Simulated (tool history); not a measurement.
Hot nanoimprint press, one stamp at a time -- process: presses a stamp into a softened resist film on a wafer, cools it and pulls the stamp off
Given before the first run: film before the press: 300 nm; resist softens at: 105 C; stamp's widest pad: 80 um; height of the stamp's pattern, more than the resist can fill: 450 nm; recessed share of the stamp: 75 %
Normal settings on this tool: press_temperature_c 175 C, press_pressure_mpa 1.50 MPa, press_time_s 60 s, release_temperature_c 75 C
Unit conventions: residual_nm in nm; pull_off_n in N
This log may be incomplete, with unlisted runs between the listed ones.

run    hour  press_temperature_c  press_pressure_mpa  press_time_s  release_temperature_c  residual_nm  pull_off_n
  1     0.0                  175                1.50            60                     75        179.2         256
  2    59.9                  175                1.50            60                     75        180.3         253
  3    98.3                  175                1.50            60                     75        182.8         267
  4   156.7                  175                1.50            60                     75        183.5         275
      207.0  -- stamp cleaned and given a new release coat
      225.1  -- plate thermocouple calibrated
  5   225.1                  175                1.50            61                     75        173.1         241
  6   272.9                  171                1.50            60                     75        194.5         242
  7   332.6                  175                1.50            60                     75        176.3         254
  8   401.9                  175                1.50            60                     61        178.1         342
  9   469.0                  175                1.50            60                     61        177.3         353
      482.2  -- stamp cleaned and given a new release coat
 10   507.4                  175                1.50            60                     61        179.6         322
 11   553.4                  168                1.50            60                     75        214.6         252
 12   623.5                  168                1.50            60                     75        217.5         260
      663.3  -- press's hydraulic seals changed and the load cell set to zero
 13   675.2                  168                1.50            60                     75        210.1         264
 14   706.4                  175                1.50            37                     75        201.3         272
 15   748.3                  175                1.50            37                     75        200.3         276
      761.7  -- stamp cleaned and given a new release coat
 16   804.8                  164                1.49            71                     69        227.2         282
 17   875.2                  164                1.49            71                     69        226.6         293
 18   933.8                  176                1.50            60                     69        174.3         304
 19   991.3                  186                1.00            60                     82        156.2         231
      999.4  -- plate thermocouple calibrated
     1038.8  -- stamp cleaned and given a new release coat
 20  1068.8                  186                1.00            60                     82        147.5         205
 21  1138.6                  186                1.62            77                     75        108.7         244
 22  1176.5                  170                1.62            85                     75        172.5         255
 23  1222.5                  170                1.07            85                     75        201.5         259
 24  1284.0                  185                2.01            60                     78        113.1         249
     1314.2  -- stamp cleaned and given a new release coat
 25  1334.3                  185                2.01            60                     78        114.4         229
 26  1372.6                  165                0.92            94                     72        233.9         264
 27  1426.9                  174                1.50            60                     75        178.3         253
 28  1477.8                  174                2.07            48                     75        172.7         263
 29  1527.5                  174                2.07            48                     65        173.9         330
     1589.8  -- stamp cleaned and given a new release coat
 30  1600.2                  177                1.87           117                     75        119.3         246

Some steps in residual_nm, run to run, broken into two amounts with sign: the step expected even without the hidden condition (settings, incoming material, random variation), and the rest, left for the hidden condition together with whatever gauge scatter is not in both the measured and the hidden-condition-free result:
The tool's hidden condition here consists of: true temperature over the reading, C; pressure that arrives at the usual setting, %; grip of the stamp's worn release coat, % over a new coat's; drift of the gauge itself on residual_nm, %; drift of the gauge itself on pull_off_n, %.
Run 4 -> 5: press_time_s 60 -> 61, stamp cleaned and given a new release coat, plate thermocouple calibrated. residual_nm -10.4 nm: hidden state -8.6, all else -1.8.
Run 12 -> 13: press's hydraulic seals changed and the load cell set to zero. residual_nm -7.4 nm: hidden state -6.4, all else -1.0.
Run 19 -> 20: plate thermocouple calibrated, stamp cleaned and given a new release coat. residual_nm -8.7 nm: hidden state -8.1, all else -0.6.
Run 21 -> 22: press_temperature_c 186 -> 170, press_time_s 77 -> 85. residual_nm +63.8 nm: hidden state +1.6, all else +62.2.
Run 23 -> 24: press_temperature_c 170 -> 185, press_pressure_mpa 1.07 -> 2.01, press_time_s 85 -> 60, release_temperature_c 75 -> 78. residual_nm -88.4 nm: hidden state +0.9, all else -89.3.
Run 25 -> 26: press_temperature_c 185 -> 165, press_pressure_mpa 2.01 -> 0.92, press_time_s 60 -> 94, release_temperature_c 78 -> 72. residual_nm +119.5 nm: hidden state +0.2, all else +119.3.

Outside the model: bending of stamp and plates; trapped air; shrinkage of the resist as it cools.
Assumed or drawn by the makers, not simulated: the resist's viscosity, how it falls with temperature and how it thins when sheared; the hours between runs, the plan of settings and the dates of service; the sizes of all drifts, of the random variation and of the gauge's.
